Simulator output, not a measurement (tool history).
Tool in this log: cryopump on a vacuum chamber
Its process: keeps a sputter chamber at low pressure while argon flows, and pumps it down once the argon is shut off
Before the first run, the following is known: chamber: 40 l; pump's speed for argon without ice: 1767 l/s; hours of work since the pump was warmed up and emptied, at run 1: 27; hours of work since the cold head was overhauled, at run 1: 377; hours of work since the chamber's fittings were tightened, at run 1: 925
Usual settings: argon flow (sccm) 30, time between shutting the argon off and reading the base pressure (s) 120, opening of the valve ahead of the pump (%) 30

run,hour,argon flow (sccm),time between shutting the argon off and reading the base pressure (s),opening of the valve ahead of the pump (%),hours of work since the pump was warmed up and emptied,hours of work since the cold head was overhauled,hours of work since the chamber's fittings were tightened,pressure while argon flows (Pa),pressure after the wait (uPa)
1,0.0,30,120,30,27,377,925,0.0952,1.19
2,11.2,30,120,30,37,387,934,0.0977,1.20
3,32.2,30,120,30,54,404,952,0.0968,1.17
4,42.5,30,120,30,63,413,960,0.0964,1.22
5,63.4,30,120,30,80,430,978,0.0958,1.18
6,74.8,30,120,30,90,440,987,0.0978,1.21
7,85.9,30,120,30,99,449,997,0.0981,1.18
8,96.6,30,120,30,108,458,1006,0.0986,1.23
9,108.4,30,120,30,118,468,1015,0.0998,1.27
10,131.7,30,120,30,137,487,1035,0.0981,1.26
11,154.3,30,120,21,156,506,1054,0.1411,1.21
12,165.5,30,120,21,165,515,1063,0.1403,1.27
13,182.0,35,218,22,179,529,1077,0.1569,0.99
14,191.9,33,64,20,187,537,1085,0.1617,1.95
15,208.6,33,87,20,201,551,1099,0.1645,1.54
16,229.9,51,51,41,219,569,1116,0.1285,2.25
17,246.5,19,92,41,233,582,1130,0.0473,1.61
18,268.6,19,92,41,251,601,1149,0.0488,1.55
19,288.5,30,29,16,268,617,1165,0.1864,3.43
20,311.5,30,134,15,287,637,1184,0.1997,1.35
21,333.9,30,134,15,305,655,1203,0.1992,1.36
22,348.8,30,134,15,318,668,1215,0.1989,1.38

Branching from run 22: 3 alternative next runs. What would each branch give?
A,360.0,56,104,25,327,677,1225,?,?
B,360.0,42,21,15,327,677,1225,?,?
C,360.0,59,134,30,327,677,1225,?,?

run,pressure while argon flows (Pa),pressure after the wait (uPa)
A,0.2315,1.51
B,0.2813,4.61
C,0.2071,1.37
Without the tool's unlogged condition, the same runs would have read:
run,pressure while argon flows (Pa),pressure after the wait (uPa)
A,0.2135,0.90
B,0.2678,3.98
C,0.1882,0.74

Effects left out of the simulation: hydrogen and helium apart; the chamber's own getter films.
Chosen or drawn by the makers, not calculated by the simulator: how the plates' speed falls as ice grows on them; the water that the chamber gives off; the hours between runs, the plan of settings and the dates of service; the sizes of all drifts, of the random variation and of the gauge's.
